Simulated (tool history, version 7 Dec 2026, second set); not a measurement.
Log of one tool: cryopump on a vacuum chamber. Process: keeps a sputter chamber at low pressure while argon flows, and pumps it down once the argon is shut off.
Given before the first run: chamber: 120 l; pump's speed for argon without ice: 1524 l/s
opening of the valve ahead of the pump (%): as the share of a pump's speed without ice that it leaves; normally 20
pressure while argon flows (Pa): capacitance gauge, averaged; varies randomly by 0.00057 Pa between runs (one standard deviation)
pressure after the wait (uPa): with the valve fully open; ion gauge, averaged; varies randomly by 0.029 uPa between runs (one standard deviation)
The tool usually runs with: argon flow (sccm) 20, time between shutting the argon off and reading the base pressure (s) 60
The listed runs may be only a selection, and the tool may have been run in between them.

run,hour,argon flow (sccm),time between shutting the argon off and reading the base pressure (s),opening of the valve ahead of the pump (%),pressure while argon flows (Pa),pressure after the wait (uPa)
1,0.0,20,60,20,0.1142,3.45
2,16.1,20,79,20,0.1139,3.26
3,40.4,20,79,20,0.1131,3.15
4,67.8,20,60,51,0.0465,3.41
5,95.2,15,60,51,0.0346,3.51
6,122.8,20,60,45,0.0534,3.60
7,147.7,20,60,45,0.0533,3.63
8,166.9,35,60,35,0.1182,3.68
9,194.2,35,165,51,0.0837,2.97
10,208.2,15,100,38,0.0474,3.32
# hour 231.3: pump warmed up, emptied and cooled again
11,231.9,15,100,38,0.0447,2.97
12,252.8,15,149,52,0.0327,2.76

What if the next run were any one of these 5? Each begins from the tool's condition after run 12:
A,278.3,35,60,26,?,?
B,278.3,36,102,52,?,?
C,278.3,20,23,23,?,?
D,278.3,20,84,31,?,?
E,278.3,10,24,50,?,?

run,pressure while argon flows (Pa),pressure after the wait (uPa)
A,0.1511,3.63
B,0.0790,2.91
C,0.0971,5.48
D,0.0720,3.19
E,0.0226,5.21
What these runs would have given with no unlogged condition in the tool:
run,pressure while argon flows (Pa),pressure after the wait (uPa)
A,0.1498,1.47
B,0.0776,0.89
C,0.0963,3.39
D,0.0712,1.08
E,0.0222,3.17
